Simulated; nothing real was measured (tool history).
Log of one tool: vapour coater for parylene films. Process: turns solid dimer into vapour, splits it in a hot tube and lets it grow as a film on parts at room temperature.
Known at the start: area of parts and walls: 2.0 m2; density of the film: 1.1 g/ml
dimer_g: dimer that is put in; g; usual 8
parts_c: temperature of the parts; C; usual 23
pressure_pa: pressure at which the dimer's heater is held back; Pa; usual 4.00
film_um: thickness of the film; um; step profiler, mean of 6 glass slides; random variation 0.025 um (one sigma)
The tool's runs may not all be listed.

run	hour	dimer_g	parts_c	pressure_pa	film_um
1	0.0	8	23	4.00	2.46
2	22.7	8	23	4.00	2.47
3	43.9	8	23	4.00	2.48
4	81.9	8	23	3.15	2.66
5	114.3	8	23	11.45	1.89
6	138.8	8	23	4.00	2.49
7	167.9	8	23	4.00	2.49
8	190.9	8	23	4.00	2.47
9	209.8	8	24	4.00	2.34
10	232.3	8	24	4.00	2.35
11	260.5	8	33	4.89	1.54
12	284.2	8	33	4.89	1.52
13	303.9	8	23	3.13	2.65
14	329.6	8	23	3.13	2.62
15	363.9	8	20	3.13	2.97
16	394.0	4	33	3.74	0.82
17	435.8	4	33	3.74	0.81
18	460.5	12	23	8.56	3.11
19	491.6	4	22	8.85	1.06
20	521.6	4	22	8.85	1.08

4 ways to go on from here, each from the tool as it stands after run 20. What would each give?
A	551.0	6	26	11.60	?
B	551.0	4	22	10.76	?
C	551.0	4	20	3.32	?
D	551.0	3	20	8.53	?

run	film_um
A	1.23
B	1.02
C	1.46
D	0.90
Without the tool's hidden state the same runs would have given:
run	film_um
A	1.24
B	1.02
C	1.46
D	0.90
